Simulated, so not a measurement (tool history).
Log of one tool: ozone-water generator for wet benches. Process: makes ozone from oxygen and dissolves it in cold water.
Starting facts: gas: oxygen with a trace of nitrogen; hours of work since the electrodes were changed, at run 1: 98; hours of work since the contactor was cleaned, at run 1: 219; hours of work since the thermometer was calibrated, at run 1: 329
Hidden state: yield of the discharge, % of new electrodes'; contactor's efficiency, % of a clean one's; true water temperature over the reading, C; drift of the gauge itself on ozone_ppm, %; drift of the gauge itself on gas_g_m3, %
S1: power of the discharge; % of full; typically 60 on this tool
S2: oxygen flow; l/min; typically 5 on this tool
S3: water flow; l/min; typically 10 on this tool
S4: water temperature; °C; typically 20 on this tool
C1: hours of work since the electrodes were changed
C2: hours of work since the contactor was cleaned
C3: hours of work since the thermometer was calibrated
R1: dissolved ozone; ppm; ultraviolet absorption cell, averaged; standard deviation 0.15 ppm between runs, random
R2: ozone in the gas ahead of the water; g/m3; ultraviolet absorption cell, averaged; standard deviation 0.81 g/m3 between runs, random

run	hour	S1	S2	S3	S4	C1	C2	C3	R1	R2
1	0	60	5	10	20	98	219	329	17.6	126.6
2	99.8	60	5	10	20	169	290	400	17.8	125.9
3	201.6	60	5	10	14	242	362	472	19.8	125.4
4	295.4	60	5	10	14	308	429	539	19.6	125.8
5	364.4	60	5	10	14	357	478	588	19.7	124.3
6	456.2	60	5	10	20	422	543	653	17.3	123.9
7	566.4	60	5	10	20	501	621	731	17.3	125.6
8	614.3	60	5	10	20	535	655	765	17.2	123.8
9	721.4	60	5	10	20	611	731	841	17	123.6
10	831.7	60	5	10	20	689	810	920	17	123.4
11	910.8	77	5	10	20	745	866	976	20.3	148.9
12	1006.8	60	5	15	20	813	934	1044	13.2	121.5
13	1088.4	60	5	15	20	871	992	1102	13.1	121.9
14	1147.2	60	5	8	20	913	1034	1144	19	121.6
15	1226.3	60	5	10	20	969	1090	1200	16.8	121.9
16	1317.1	60	5	10	20	1034	1154	1264	16.8	121.2
17	1399.4	85	4.04	10	15	1092	1213	1323	24.5	175.5

Predict the results of run 18:
18	1486.2	85	4.04	10	15	1154	1274	1384	?	?

{"run 18": {"R1": 24.2, "R2": 178.4}}
On a tool with no hidden condition, and with the same random variation, this run would have come out at R1 26.1 ppm, R2 190.1 g/m3.
